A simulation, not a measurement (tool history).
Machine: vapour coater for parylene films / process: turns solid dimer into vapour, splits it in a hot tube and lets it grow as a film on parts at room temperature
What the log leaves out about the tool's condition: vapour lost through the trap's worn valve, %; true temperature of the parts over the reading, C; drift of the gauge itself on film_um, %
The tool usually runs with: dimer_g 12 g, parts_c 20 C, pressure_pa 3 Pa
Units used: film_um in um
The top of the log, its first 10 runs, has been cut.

run   hour  dimer_g  parts_c  pressure_pa  hours of work since the trap's valve was overhauled  hours of work since the table's thermometer was calibrated  film_um
 11  280.6       12       21            3                                                  274                                                         170     2.77
 12  298.6       12       21            3                                                  282                                                         179     2.73
 13  325.1       17       21            3                                                  295                                                         192     3.87
 14  343.4       12       24            3                                                  304                                                         200      2.4
 15  378.1       12       20         4.75                                                  320                                                         217     2.78
 16  398.6       12       20            3                                                  330                                                         227     2.93
 17  439.1       12       20            3                                                  349                                                         246     2.88
 18  458.9        9       14         3.13                                                  359                                                         255      2.9
 19  489.6        9       14         3.13                                                  373                                                         270     2.85
 20  529.9        8       24         2.37                                                  392                                                         289     1.64
     548.8  -- trap's valve overhauled
 21  564.6        8       24         2.37                                                    8                                                         304     1.65
 22  596.8       12       20         4.78                                                   23                                                         319     2.78
 23  620.9        9       13         8.97                                                   34                                                         331      2.8
 24    657        9       13         8.97                                                   52                                                         348     2.83
 25  674.6        9       13         8.97                                                   60                                                         356     2.87
 26  703.5       14       20            3                                                   74                                                         370     3.36
 27  726.7       14       20            3                                                   85                                                         381     3.33
 28  755.8       16       16        10.77                                                   99                                                         395     4.22

Forecast run 29:
 29  778.7        7       31        11.32                                                  109                                                         406        ?

film_um: 0.91 um
Without the tool's hidden state the same run would have given film_um 0.91 um.
